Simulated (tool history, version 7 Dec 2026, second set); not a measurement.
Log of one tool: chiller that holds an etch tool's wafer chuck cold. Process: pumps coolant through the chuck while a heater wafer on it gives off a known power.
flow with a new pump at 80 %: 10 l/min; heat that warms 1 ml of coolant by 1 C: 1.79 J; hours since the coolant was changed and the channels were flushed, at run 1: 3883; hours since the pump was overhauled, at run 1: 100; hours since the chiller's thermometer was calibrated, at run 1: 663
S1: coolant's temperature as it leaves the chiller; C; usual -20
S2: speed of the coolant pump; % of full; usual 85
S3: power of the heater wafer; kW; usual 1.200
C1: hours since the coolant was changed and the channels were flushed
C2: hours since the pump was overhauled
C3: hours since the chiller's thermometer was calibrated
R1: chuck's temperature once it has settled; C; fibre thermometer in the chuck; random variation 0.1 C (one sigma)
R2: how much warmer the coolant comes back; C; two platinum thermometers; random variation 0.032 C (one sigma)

| run | hour | S1 | S2 | S3 | C1 | C2 | C3 | R1 | R2 |
|---|---|---|---|---|---|---|---|---|---|
| 1 | 0.0 | -20 | 85 | 1.200 | 3883 | 100 | 663 | -10.7 | 3.73 |
| 2 | 12.4 | -20 | 85 | 1.200 | 3895 | 112 | 676 | -10.8 | 3.75 |
| 3 | 26.2 | -20 | 85 | 1.200 | 3909 | 126 | 689 | -10.8 | 3.73 |
| 4 | 49.5 | -20 | 76 | 1.200 | 3932 | 149 | 713 | -9.9 | 4.22 |
| 5 | 75.3 | -20 | 76 | 1.200 | 3958 | 175 | 738 | -9.8 | 4.21 |
| 6 | 90.2 | -28 | 85 | 1.200 | 3973 | 190 | 753 | -18.8 | 3.71 |
| 7 | 113.5 | -28 | 85 | 1.200 | 3996 | 213 | 777 | -18.5 | 3.74 |
| 8 | 136.9 | -19 | 78 | 1.029 | 4020 | 237 | 800 | -10.5 | 3.43 |
| 9 | 150.5 | -15 | 85 | 0.613 | 4033 | 250 | 814 | -10.2 | 1.85 |
| 10 | 164.7 | -15 | 85 | 0.613 | 4047 | 264 | 828 | -10.2 | 1.79 |
| 11 | 181.8 | -25 | 66 | 1.427 | 4065 | 282 | 845 | -11.8 | 5.64 |

Forecast run 12:
| 12 | 211.4 | -18 | 68 | 0.697 | 4094 | 311 | 875 | ? | ? |

{"run 12": {"R1": -11.7, "R2": 2.62}}
Without the tool's hidden state the same run would have given R1 -11.7 C, R2 2.76 C.
